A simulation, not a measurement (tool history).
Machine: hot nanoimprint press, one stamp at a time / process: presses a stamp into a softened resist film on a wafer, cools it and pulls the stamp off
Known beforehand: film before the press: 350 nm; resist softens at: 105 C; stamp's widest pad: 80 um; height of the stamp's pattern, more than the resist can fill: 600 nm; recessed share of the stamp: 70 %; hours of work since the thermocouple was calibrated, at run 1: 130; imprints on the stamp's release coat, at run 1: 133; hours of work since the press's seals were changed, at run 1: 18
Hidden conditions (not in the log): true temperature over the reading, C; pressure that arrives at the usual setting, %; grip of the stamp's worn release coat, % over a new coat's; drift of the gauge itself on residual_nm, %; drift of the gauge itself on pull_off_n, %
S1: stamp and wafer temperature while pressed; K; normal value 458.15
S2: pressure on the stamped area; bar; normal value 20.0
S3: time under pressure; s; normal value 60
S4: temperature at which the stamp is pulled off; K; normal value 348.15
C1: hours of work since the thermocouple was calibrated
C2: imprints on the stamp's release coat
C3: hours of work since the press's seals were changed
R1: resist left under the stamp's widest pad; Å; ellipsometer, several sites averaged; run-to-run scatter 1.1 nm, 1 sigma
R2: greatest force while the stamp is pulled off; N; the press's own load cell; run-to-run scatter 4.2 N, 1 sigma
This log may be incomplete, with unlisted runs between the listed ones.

Run 1, hour 0.0: usual settings; C1 130; C2 133; C3 18. Result: R1 1494 Å, R2 200 N.
Run 2, hour 30.8: usual settings; C1 147; C2 263; C3 35. Result: R1 1476 Å, R2 215 N.
Run 3, hour 84.7: usual settings; C1 177; C2 490; C3 65. Result: R1 1459 Å, R2 214 N.
Run 4, hour 133.6: usual settings but S3 62 s; C1 204; C2 697; C3 92. Result: R1 1449 Å, R2 220 N.
Run 5, hour 165.4: usual settings but S3 62 s; C1 222; C2 831; C3 110. Result: R1 1461 Å, R2 236 N.
Run 6, hour 237.4: usual settings but S3 62 s; C1 263; C2 1135; C3 151. Result: R1 1431 Å, R2 249 N.
At hour 259.9: plate thermocouple calibrated.
Run 7, hour 315.9: usual settings but S3 62 s; C1 31; C2 1454; C3 193. Result: R1 1418 Å, R2 257 N.
Run 8, hour 358.0: usual settings but S3 62 s; C1 55; C2 1632; C3 216. Result: R1 1406 Å, R2 268 N.
Run 9, hour 408.8: usual settings but S3 62 s; C1 83; C2 1846; C3 245. Result: R1 1414 Å, R2 272 N.
At hour 474.3: stamp cleaned and given a new release coat.
Run 10, hour 483.9: usual settings but S3 62 s; C1 122; C2 40; C3 284. Result: R1 1384 Å, R2 192 N.
Run 11, hour 526.6: usual settings but S3 62 s; C1 146; C2 221; C3 307. Result: R1 1387 Å, R2 200 N.
At hour 578.5: plate thermocouple calibrated, once more.
Run 12, hour 602.0: usual settings; C1 13; C2 526; C3 348. Result: R1 1547 Å, R2 219 N.
Run 13, hour 633.8: usual settings but S1 454.15 K, S3 51 s; C1 31; C2 661; C3 366. Result: R1 1947 Å, R2 238 N.
Run 14, hour 673.4: usual settings but S1 465.15 K, S4 346.15 K; C1 53; C2 828; C3 388. Result: R1 1117 Å, R2 250 N.
Run 15, hour 705.1: usual settings but S1 465.15 K, S4 346.15 K; C1 71; C2 962; C3 406. Result: R1 1114 Å, R2 260 N.
Run 16, hour 762.7: usual settings but S1 465.15 K, S4 346.15 K; C1 103; C2 1205; C3 438. Result: R1 1103 Å, R2 260 N.
Run 17, hour 818.9: usual settings but S1 449.15 K, S2 17.6 bar, S3 56 s, S4 350.15 K; C1 135; C2 1442; C3 469. Result: R1 2390 Å, R2 251 N.
Run 18, hour 862.6: usual settings but S2 17.4 bar, S4 337.15 K; C1 159; C2 1627; C3 494. Result: R1 1594 Å, R2 344 N.
Run 19, hour 903.0: usual settings but S2 15.8 bar; C1 182; C2 1798; C3 516. Result: R1 1665 Å, R2 287 N.
Run 20, hour 946.7: usual settings but S1 459.15 K, S2 12.3 bar, S3 85 s, S4 350.15 K; C1 206; C2 1982; C3 541. Result: R1 1546 Å, R2 268 N.
At hour 979.2: stamp cleaned and given a new release coat.
Run 21, hour 996.5: usual settings but S1 447.15 K, S2 12.8 bar, S3 50 s, S4 335.15 K; C1 231; C2 73; C3 565. Result: R1 2767 Å, R2 265 N.
Run 22, hour 1048.5: usual settings but S1 457.15 K, S3 51 s; C1 260; C2 293; C3 595. Result: R1 1648 Å, R2 211 N.
At hour 1075.0: plate thermocouple calibrated.
Run 23, hour 1124.9: usual settings but S1 447.15 K, S3 55 s; C1 28; C2 603; C3 636. Result: R1 2523 Å, R2 241 N.
Run 24, hour 1179.7: usual settings but S1 447.15 K, S3 55 s; C1 59; C2 834; C3 666. Result: R1 2514 Å, R2 244 N.

Each run again, without the hidden state but with its own random variation kept:
run    R1   R2
  1  1546  197
  2  1532  207
  3  1522  196
  4  1520  194
  5  1539  203
  6  1519  203
  7  1527  199
  8  1522  201
  9  1538  198
 10  1516  202
 11  1526  202
 12  1531  195
 13  1936  206
 14  1111  210
 15  1111  213
 16  1107  204
 17  2419  189
 18  1622  251
 19  1703  204
 20  1596  185
 21  2827  266
 22  1706  204
 23  2499  212
 24  2502  205

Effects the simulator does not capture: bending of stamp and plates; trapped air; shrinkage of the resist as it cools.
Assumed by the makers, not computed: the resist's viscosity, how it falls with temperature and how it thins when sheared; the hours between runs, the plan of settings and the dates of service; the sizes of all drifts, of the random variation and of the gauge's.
